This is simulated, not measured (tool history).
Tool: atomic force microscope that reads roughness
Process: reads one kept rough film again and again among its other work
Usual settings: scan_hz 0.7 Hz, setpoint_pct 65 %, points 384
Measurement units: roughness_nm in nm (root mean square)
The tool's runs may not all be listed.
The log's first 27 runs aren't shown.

| run | hour | scan_hz | setpoint_pct | points | roughness_nm |
|---|---|---|---|---|---|
|  | 647 | new tip fitted |
| 28 | 657.9 | 2.146 | 65 | 968 | 1.46 |
| 29 | 688.2 | 2.146 | 65 | 619 | 1.403 |
| 30 | 705.5 | 0.964 | 76 | 318 | 1.39 |
| 31 | 738.8 | 2.283 | 62 | 854 | 1.328 |
| 32 | 756.5 | 1.236 | 78 | 366 | 1.278 |
| 33 | 775 | 1.236 | 78 | 366 | 1.245 |
| 34 | 799.3 | 2.496 | 78 | 431 | 1.144 |
| 35 | 828.1 | 0.622 | 63 | 942 | 1.271 |
|  | 855.1 | new tip fitted |
| 36 | 858.2 | 0.622 | 63 | 942 | 1.521 |
| 37 | 895.1 | 1.114 | 88 | 304 | 1.322 |
| 38 | 912.8 | 1.114 | 88 | 304 | 1.3 |

For run 39, what comes out?
| 39 | 935.7 | 0.678 | 55 | 384 | ? |

Run 39 produced roughness_nm 1.388 nm (root mean square).
The same run, on a tool lacking any hidden state, would have yielded roughness_nm 1.553 nm (root mean square).

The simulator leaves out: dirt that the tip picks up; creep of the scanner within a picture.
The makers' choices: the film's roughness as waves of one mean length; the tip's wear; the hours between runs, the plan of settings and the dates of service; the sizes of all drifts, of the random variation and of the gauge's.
